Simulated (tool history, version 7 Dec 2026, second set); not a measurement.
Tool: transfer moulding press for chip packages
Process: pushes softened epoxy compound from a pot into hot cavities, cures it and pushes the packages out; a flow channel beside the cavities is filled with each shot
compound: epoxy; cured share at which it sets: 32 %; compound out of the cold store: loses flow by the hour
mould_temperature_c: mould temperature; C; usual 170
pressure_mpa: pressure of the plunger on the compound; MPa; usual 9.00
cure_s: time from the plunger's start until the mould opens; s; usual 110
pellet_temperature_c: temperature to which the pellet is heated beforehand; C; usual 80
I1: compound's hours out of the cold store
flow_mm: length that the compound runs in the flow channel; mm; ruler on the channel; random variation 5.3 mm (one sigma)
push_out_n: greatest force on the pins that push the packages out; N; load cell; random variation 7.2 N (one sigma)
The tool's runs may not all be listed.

run 1 hour=0.0 | mould_temperature_c=170 pressure_mpa=9.00 cure_s=110 pellet_temperature_c=80 | I1=25.3 | flow_mm=927 push_out_n=306
-- hour=12.9 mould's thermocouples calibrated
-- hour=46.3 cavities cleaned with cleaning compound and waxed
run 2 hour=46.8 | mould_temperature_c=170 pressure_mpa=9.44 cure_s=110 pellet_temperature_c=80 | I1=24.6 | flow_mm=938 push_out_n=310
-- hour=92.9 cavities cleaned with cleaning compound and waxed
run 3 hour=102.1 | mould_temperature_c=170 pressure_mpa=9.00 cure_s=110 pellet_temperature_c=80 | I1=21.3 | flow_mm=949 push_out_n=312
-- hour=138.9 cavities cleaned with cleaning compound and waxed
run 4 hour=143.9 | mould_temperature_c=163 pressure_mpa=9.00 cure_s=110 pellet_temperature_c=80 | I1=32.5 | flow_mm=921 push_out_n=458
run 5 hour=165.8 | mould_temperature_c=170 pressure_mpa=9.00 cure_s=110 pellet_temperature_c=80 | I1=29.9 | flow_mm=897 push_out_n=310
-- hour=188.8 cavities cleaned with cleaning compound and waxed
run 6 hour=195.9 | mould_temperature_c=170 pressure_mpa=9.00 cure_s=110 pellet_temperature_c=80 | I1=33.6 | flow_mm=888 push_out_n=299
-- hour=222.4 plunger's sealing rings changed
-- hour=237.9 cavities cleaned with cleaning compound and waxed
run 7 hour=250.6 | mould_temperature_c=170 pressure_mpa=9.00 cure_s=110 pellet_temperature_c=80 | I1=26.7 | flow_mm=919 push_out_n=301
-- hour=284.1 cavities cleaned with cleaning compound and waxed
run 8 hour=289.7 | mould_temperature_c=170 pressure_mpa=9.00 cure_s=110 pellet_temperature_c=80 | I1=11.3 | flow_mm=1007 push_out_n=320
-- hour=331.0 cavities cleaned with cleaning compound and waxed
run 9 hour=342.1 | mould_temperature_c=170 pressure_mpa=9.00 cure_s=110 pellet_temperature_c=80 | I1=45.3 | flow_mm=829 push_out_n=294
run 10 hour=369.0 | mould_temperature_c=170 pressure_mpa=9.00 cure_s=110 pellet_temperature_c=80 | I1=38.3 | flow_mm=862 push_out_n=308
-- hour=380.0 cavities cleaned with cleaning compound and waxed
run 11 hour=392.3 | mould_temperature_c=173 pressure_mpa=9.00 cure_s=110 pellet_temperature_c=80 | I1=25.7 | flow_mm=917 push_out_n=278
-- hour=427.7 cavities cleaned with cleaning compound and waxed
run 12 hour=442.4 | mould_temperature_c=173 pressure_mpa=7.60 cure_s=110 pellet_temperature_c=80 | I1=47.7 | flow_mm=740 push_out_n=280
-- hour=476.8 cavities cleaned with cleaning compound and waxed
run 13 hour=496.6 | mould_temperature_c=170 pressure_mpa=9.00 cure_s=110 pellet_temperature_c=80 | I1=45.7 | flow_mm=829 push_out_n=303
-- hour=504.6 plunger's sealing rings changed
-- hour=525.5 cavities cleaned with cleaning compound and waxed
run 14 hour=525.5 | mould_temperature_c=170 pressure_mpa=9.00 cure_s=110 pellet_temperature_c=72 | I1=42.1 | flow_mm=844 push_out_n=309
run 15 hour=555.6 | mould_temperature_c=165 pressure_mpa=7.15 cure_s=142 pellet_temperature_c=80 | I1=13.6 | flow_mm=906 push_out_n=290
-- hour=571.4 cavities cleaned with cleaning compound and waxed
run 16 hour=587.1 | mould_temperature_c=165 pressure_mpa=8.55 cure_s=147 pellet_temperature_c=88 | I1=30.0 | flow_mm=903 push_out_n=291
-- hour=617.9 cavities cleaned with cleaning compound and waxed
run 17 hour=629.7 | mould_temperature_c=175 pressure_mpa=8.26 cure_s=110 pellet_temperature_c=83 | I1=32.9 | flow_mm=838 push_out_n=281
run 18 hour=652.3 | mould_temperature_c=165 pressure_mpa=8.26 cure_s=116 pellet_temperature_c=83 | I1=32.2 | flow_mm=875 push_out_n=351
-- hour=666.4 cavities cleaned with cleaning compound and waxed
run 19 hour=700.4 | mould_temperature_c=165 pressure_mpa=8.26 cure_s=116 pellet_temperature_c=83 | I1=23.5 | flow_mm=938 push_out_n=359
-- hour=713.3 cavities cleaned with cleaning compound and waxed
run 20 hour=755.7 | mould_temperature_c=165 pressure_mpa=9.64 cure_s=93 pellet_temperature_c=83 | I1=16.2 | flow_mm=1032 push_out_n=576
-- hour=760.6 cavities cleaned with cleaning compound and waxed
-- hour=788.3 plunger's sealing rings changed
run 21 hour=801.4 | mould_temperature_c=165 pressure_mpa=9.64 cure_s=93 pellet_temperature_c=83 | I1=33.0 | flow_mm=940 push_out_n=538
-- hour=813.2 cavities cleaned with cleaning compound and waxed
run 22 hour=837.4 | mould_temperature_c=175 pressure_mpa=8.06 cure_s=105 pellet_temperature_c=73 | I1=35.9 | flow_mm=814 push_out_n=280
-- hour=861.5 cavities cleaned with cleaning compound and waxed
run 23 hour=865.1 | mould_temperature_c=170 pressure_mpa=8.01 cure_s=110 pellet_temperature_c=76 | I1=26.7 | flow_mm=874 push_out_n=303
-- hour=908.0 cavities cleaned with cleaning compound and waxed
run 24 hour=908.0 | mould_temperature_c=168 pressure_mpa=8.01 cure_s=130 pellet_temperature_c=76 | I1=21.2 | flow_mm=909 push_out_n=290
run 25 hour=947.0 | mould_temperature_c=168 pressure_mpa=7.63 cure_s=130 pellet_temperature_c=76 | I1=38.7 | flow_mm=795 push_out_n=273
-- hour=955.5 cavities cleaned with cleaning compound and waxed
run 26 hour=988.5 | mould_temperature_c=170 pressure_mpa=10.82 cure_s=121 pellet_temperature_c=80 | I1=24.9 | flow_mm=1031 push_out_n=274

Measured less the same run without the tool's hidden state. The same run-to-run variation is in both; the gauge's scatter may not be:
The hidden state here: true mould temperature over the reading, C; pressure that reaches the compound, % of what is set; grip of the stained cavities, % over clean ones'; drift of the gauge itself on flow_mm, %; drift of the gauge itself on push_out_n, %.
run=1 push_out_n=+1
run=2 push_out_n=+0
run=3 push_out_n=+2
run=4 push_out_n=+1
run=5 push_out_n=+3
run=6 push_out_n=+1
run=7 push_out_n=+2
run=8 push_out_n=+1
run=9 push_out_n=+1
run=10 push_out_n=+4
run=11 push_out_n=+1
run=12 push_out_n=+2
run=13 push_out_n=+2
run=14 push_out_n=+0
run=15 push_out_n=+3
run=16 push_out_n=+2
run=17 push_out_n=+1
run=18 push_out_n=+4
run=19 push_out_n=+4
run=20 push_out_n=+8
run=21 push_out_n=+6
run=22 push_out_n=+3
run=23 push_out_n=+1
run=24 push_out_n=+0
run=25 push_out_n=+4
run=26 push_out_n=+4
flow_mm: within 1 mm of the measured result in every run.

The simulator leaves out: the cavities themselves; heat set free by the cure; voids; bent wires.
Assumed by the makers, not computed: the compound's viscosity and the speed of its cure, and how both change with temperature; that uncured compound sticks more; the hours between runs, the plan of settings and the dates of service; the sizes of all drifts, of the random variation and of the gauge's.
